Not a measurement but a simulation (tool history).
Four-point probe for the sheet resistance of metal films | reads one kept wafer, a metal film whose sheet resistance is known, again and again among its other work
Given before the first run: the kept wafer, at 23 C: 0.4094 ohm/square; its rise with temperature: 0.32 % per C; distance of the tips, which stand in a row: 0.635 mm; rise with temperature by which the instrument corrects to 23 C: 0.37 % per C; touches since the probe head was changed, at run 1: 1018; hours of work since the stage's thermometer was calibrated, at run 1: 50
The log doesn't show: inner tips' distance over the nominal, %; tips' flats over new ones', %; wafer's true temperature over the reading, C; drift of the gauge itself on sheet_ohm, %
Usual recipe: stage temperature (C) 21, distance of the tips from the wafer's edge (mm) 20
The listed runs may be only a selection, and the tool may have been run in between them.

run,hour,stage temperature (C),distance of the tips from the wafer's edge (mm),touches since the probe head was changed,hours of work since the stage's thermometer was calibrated,sheet resistance as the instrument gives it (ohm/square)
1,0.0,21,20,1018,50,0.411940
2,49.1,21,44,1595,78,0.411907
3,152.5,21,44,2812,138,0.411570
4,203.0,21,44,3406,167,0.411588
5,297.8,21,44,4521,222,0.411521
6,359.7,21,44,5248,258,0.411384
7,442.4,21,44,6221,306,0.411431
8,512.3,21,20,7044,346,0.411573
9,578.2,28,20,7819,384,0.410216
10,681.1,28,20,9030,444,0.410069
11,755.5,21,20,9905,487,0.411589
12,827.6,24,5,10754,529,0.414355
13,930.8,22,3,11967,588,0.420739
14,1027.5,22,3,13105,644,0.420754
15,1081.1,24,5,13736,675,0.414173
16,1156.0,30,28,14616,719,0.409409
17,1246.9,29,51,15685,771,0.409298
18,1317.6,21,15,16518,812,0.411378
19,1379.1,21,15,17241,848,0.411550
20,1421.1,31,20,17735,872,0.409398
21,1514.5,21,15,18834,926,0.411251

Predict each of these 3 candidate next runs independently; none follows another, all start after run 21:
A,1614.4,19,4,20009,984,?
B,1614.4,23,15,20009,984,?
C,1614.4,23,38,20009,984,?

run,sheet resistance as the instrument gives it (ohm/square)
A,0.416792
B,0.411028
C,0.410585
Stripped of hidden state, with their random variation kept, the same runs would have yielded:
run,sheet resistance as the instrument gives it (ohm/square)
A,0.415652
B,0.409907
C,0.409465

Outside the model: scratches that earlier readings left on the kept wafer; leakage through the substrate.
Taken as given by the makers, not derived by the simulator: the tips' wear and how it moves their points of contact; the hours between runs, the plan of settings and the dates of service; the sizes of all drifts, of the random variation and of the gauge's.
